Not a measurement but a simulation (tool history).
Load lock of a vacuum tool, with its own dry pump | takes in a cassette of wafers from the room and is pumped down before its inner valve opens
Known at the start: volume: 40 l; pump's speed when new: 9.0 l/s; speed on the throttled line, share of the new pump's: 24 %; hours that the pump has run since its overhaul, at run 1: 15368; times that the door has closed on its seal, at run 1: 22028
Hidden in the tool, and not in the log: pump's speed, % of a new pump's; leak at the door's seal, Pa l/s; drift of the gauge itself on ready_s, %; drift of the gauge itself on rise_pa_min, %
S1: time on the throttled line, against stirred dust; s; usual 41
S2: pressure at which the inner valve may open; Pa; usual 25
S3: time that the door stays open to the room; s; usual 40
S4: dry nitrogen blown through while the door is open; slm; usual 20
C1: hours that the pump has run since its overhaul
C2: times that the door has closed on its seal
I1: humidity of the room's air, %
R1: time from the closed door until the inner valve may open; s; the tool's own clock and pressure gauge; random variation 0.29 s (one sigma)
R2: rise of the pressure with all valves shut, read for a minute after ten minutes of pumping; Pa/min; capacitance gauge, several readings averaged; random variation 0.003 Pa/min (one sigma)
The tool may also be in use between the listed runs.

run 1 day=0 | S1=41 S2=25 S3=40 S4=20 | C1=15368 C2=22028 | I1=44.1 | R1=70.4 R2=0.174
run 2 day=9.371 | S1=41 S2=25 S3=40 S4=20 | C1=15593 C2=22572 | I1=45.2 | R1=70.3 R2=0.188
run 3 day=15.679 | S1=41 S2=25 S3=40 S4=20 | C1=15744 C2=22939 | I1=46 | R1=69.9 R2=0.199
run 4 day=22.642 | S1=41 S2=25 S3=40 S4=20 | C1=15911 C2=23343 | I1=43.4 | R1=69.9 R2=0.191
run 5 day=31.829 | S1=41 S2=25 S3=40 S4=20 | C1=16132 C2=23877 | I1=43.7 | R1=70.1 R2=0.2
run 6 day=39.675 | S1=41 S2=25 S3=82 S4=20 | C1=16320 C2=24333 | I1=45.1 | R1=70.6 R2=0.219
run 7 day=49.088 | S1=41 S2=25 S3=82 S4=20 | C1=16546 C2=24880 | I1=44.8 | R1=70.8 R2=0.22
run 8 day=58.388 | S1=41 S2=25 S3=45 S4=20 | C1=16769 C2=25420 | I1=43.5 | R1=71.2 R2=0.216
run 9 day=66.379 | S1=41 S2=25 S3=45 S4=20 | C1=16961 C2=25885 | I1=42.9 | R1=71.5 R2=0.225
run 10 day=72.392 | S1=41 S2=25 S3=45 S4=20 | C1=17105 C2=26234 | I1=47.6 | R1=70.6 R2=0.232
run 11 day=78.562 | S1=41 S2=25 S3=45 S4=20 | C1=17254 C2=26593 | I1=42.3 | R1=71.3 R2=0.231
run 12 day=83.871 | S1=41 S2=25 S3=45 S4=20 | C1=17381 C2=26901 | I1=47.3 | R1=70.3 R2=0.236
run 13 day=89.308 | S1=28 S2=24 S3=40 S4=20 | C1=17511 C2=27217 | I1=45.2 | R1=61.6 R2=0.24
run 14 day=96.388 | S1=28 S2=24 S3=40 S4=20 | C1=17681 C2=27629 | I1=46.3 | R1=61.4 R2=0.24

Hidden state or all else? Some run-to-run changes of R1, split into what the settings, what came in and random variation would give without the hidden state, and what is left for the hidden state (with any gauge scatter that isn't in both results):
Run 12 -> 13: S1 41 -> 28, S2 25 -> 24, S3 45 -> 40. R1 -8.7 s: hidden state +0.3, all else -9.
